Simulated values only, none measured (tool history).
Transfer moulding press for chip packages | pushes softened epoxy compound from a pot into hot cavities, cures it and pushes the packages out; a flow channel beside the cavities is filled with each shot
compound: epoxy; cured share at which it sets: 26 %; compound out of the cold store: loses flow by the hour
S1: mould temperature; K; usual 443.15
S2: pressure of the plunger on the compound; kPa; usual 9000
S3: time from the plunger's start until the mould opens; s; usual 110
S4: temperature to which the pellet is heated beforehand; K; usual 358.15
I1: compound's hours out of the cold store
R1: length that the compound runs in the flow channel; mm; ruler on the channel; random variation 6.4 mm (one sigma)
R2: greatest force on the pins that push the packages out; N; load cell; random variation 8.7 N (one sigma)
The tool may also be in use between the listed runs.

Run 1, hour 0: usual settings; I1 32.8. Result: R1 728 mm, R2 436 N.
At hour 49: cavities cleaned with cleaning compound and waxed.
Run 2, hour 83.5: usual settings; I1 9. Result: R1 815 mm, R2 546 N.
At hour 101.1: cavities cleaned with cleaning compound and waxed.
At hour 143.2: plunger's sealing rings changed.
Run 3, hour 145.9: usual settings; I1 34.6. Result: R1 752 mm, R2 489 N.
At hour 156.6: cavities cleaned with cleaning compound and waxed.
Run 4, hour 196: usual settings; I1 31.1. Result: R1 763 mm, R2 489 N.
At hour 209.9: cavities cleaned with cleaning compound and waxed.
At hour 263.6: cavities cleaned with cleaning compound and waxed.
Run 5, hour 290.4: usual settings but S2 10820 kPa; I1 11. Result: R1 927 mm, R2 509 N.
At hour 315.6: cavities cleaned with cleaning compound and waxed.
At hour 366.5: cavities cleaned with cleaning compound and waxed.
Run 6, hour 387.7: usual settings but S2 10820 kPa; I1 28.3. Result: R1 831 mm, R2 479 N.
At hour 396.2: mould's thermocouples calibrated.
At hour 418.3: cavities cleaned with cleaning compound and waxed.
Run 7, hour 451.3: usual settings but S2 10820 kPa; I1 44.7. Result: R1 752 mm, R2 489 N.
At hour 469.6: cavities cleaned with cleaning compound and waxed.
At hour 521.7: cavities cleaned with cleaning compound and waxed.
Run 8, hour 521.7: usual settings but S3 104 s; I1 36.1. Result: R1 699 mm, R2 451 N.
At hour 542: mould's thermocouples calibrated, once more.
At hour 577.1: cavities cleaned with cleaning compound and waxed.
At hour 606.4: plunger's sealing rings changed.
Run 9, hour 614.2: usual settings but S1 438.15 K, S2 10070 kPa, S3 117 s, S4 363.15 K; I1 11.4. Result: R1 936 mm, R2 642 N.

The next listed run, before its measurement:
At hour 629.8: cavities cleaned with cleaning compound and waxed.
At hour 679.9: cavities cleaned with cleaning compound and waxed.
Run 10, hour 688.1: usual settings but S1 447.15 K, S2 9750 kPa, S4 349.15 K; I1 21.3. Result: R1 ?, R2 ?.

Run 10 gave R1 811 mm, R2 365 N.
Without the tool's hidden state the same run would have given R1 825 mm, R2 336 N.
